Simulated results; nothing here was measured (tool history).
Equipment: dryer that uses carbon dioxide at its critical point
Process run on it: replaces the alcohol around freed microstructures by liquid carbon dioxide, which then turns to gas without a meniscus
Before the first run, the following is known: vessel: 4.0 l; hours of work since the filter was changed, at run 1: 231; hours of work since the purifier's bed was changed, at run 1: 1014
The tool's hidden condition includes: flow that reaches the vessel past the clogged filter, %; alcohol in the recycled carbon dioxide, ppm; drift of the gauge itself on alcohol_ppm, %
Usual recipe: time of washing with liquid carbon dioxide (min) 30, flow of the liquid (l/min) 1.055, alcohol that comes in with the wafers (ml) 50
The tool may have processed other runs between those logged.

run   hour  time of washing with liquid carbon dioxide (min)  flow of the liquid (l/min)  alcohol that comes in with the wafers (ml)  hours of work since the filter was changed  hours of work since the purifier's bed was changed  alcohol left in the vessel before it's heated (ppm by volume)
  1      0                                                30                       1.055                                          50                                         231                                                1014                                                            247
  2   47.8                                                30                       1.055                                          50                                         256                                                1039                                                            245
  3  103.1                                                30                       1.055                                          50                                         284                                                1067                                                            246
  4  154.3                                                43                       1.055                                          50                                         311                                                1094                                                            203
  5    185                                                43                       1.055                                          50                                         327                                                1109                                                            198
  6  214.6                                                43                       1.055                                          50                                         342                                                1125                                                            196
  7  240.4                                                43                       1.055                                          50                                         355                                                1138                                                            211
  8  286.3                                                43                        0.94                                          89                                         379                                                1162                                                            233
     302.2  -- inlet filter changed
  9    341                                                43                        0.94                                          89                                          20                                                1189                                                            223
     358.1  -- purifier's bed changed
 10  376.1                                                29                        0.79                                          30                                          37                                                   9                                                            146
 11    415                                                34                        1.16                                          52                                          57                                                  29                                                             27
 12  449.2                                                27                        1.15                                          81                                          74                                                  47                                                             99
 13  479.1                                                27                        1.15                                          81                                          90                                                  62                                                            103

Had the tool no unlogged condition, and each run kept its random variation, what would the results have been?
run  alcohol left in the vessel before it's heated (ppm by volume)
  1                                                             51
  2                                                             48
  3                                                             46
  4                                                             13
  5                                                             10
  6                                                              6
  7                                                             15
  8                                                             25
  9                                                             20
 10                                                            137
 11                                                             20
 12                                                             81
 13                                                             80

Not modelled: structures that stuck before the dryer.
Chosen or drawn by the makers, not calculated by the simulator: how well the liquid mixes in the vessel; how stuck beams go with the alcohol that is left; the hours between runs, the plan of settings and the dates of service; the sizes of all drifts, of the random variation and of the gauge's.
